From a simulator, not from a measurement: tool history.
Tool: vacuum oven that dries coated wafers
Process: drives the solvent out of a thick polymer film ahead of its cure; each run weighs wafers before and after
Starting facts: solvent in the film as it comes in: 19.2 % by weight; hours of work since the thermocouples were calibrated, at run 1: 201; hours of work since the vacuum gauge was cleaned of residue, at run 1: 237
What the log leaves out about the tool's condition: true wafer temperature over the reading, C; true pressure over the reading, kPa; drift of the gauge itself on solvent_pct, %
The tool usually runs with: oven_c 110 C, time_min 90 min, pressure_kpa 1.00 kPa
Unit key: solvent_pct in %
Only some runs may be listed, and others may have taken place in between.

| run | hour | oven_c | time_min | pressure_kpa | hours of work since the thermocouples were calibrated | hours of work since the vacuum gauge was cleaned of residue | solvent_pct |
|---|---|---|---|---|---|---|---|
| 1 | 0.0 | 110 | 90 | 1.00 | 201 | 237 | 2.10 |
| 2 | 43.4 | 110 | 49 | 1.00 | 221 | 258 | 4.77 |
| 3 | 95.7 | 108 | 90 | 1.00 | 246 | 282 | 2.52 |
| 4 | 129.8 | 108 | 90 | 1.00 | 262 | 298 | 2.49 |
| 5 | 190.3 | 108 | 90 | 1.00 | 291 | 327 | 2.53 |
| 6 | 250.5 | 121 | 64 | 1.17 | 319 | 355 | 1.59 |
|  | 257.2 | vacuum gauge cleaned of residue and calibrated |
| 7 | 296.8 | 122 | 90 | 1.00 | 340 | 19 | 0.87 |
| 8 | 328.4 | 110 | 90 | 1.52 | 355 | 33 | 2.60 |

What does the tool deliver on the next run?
| 9 | 398.9 | 96 | 161 | 1.00 | 388 | 67 | ? |

{"run 9": {"solvent_pct": 3.06}}
With no hidden state in the tool, this same run would have given solvent_pct 2.93 %.
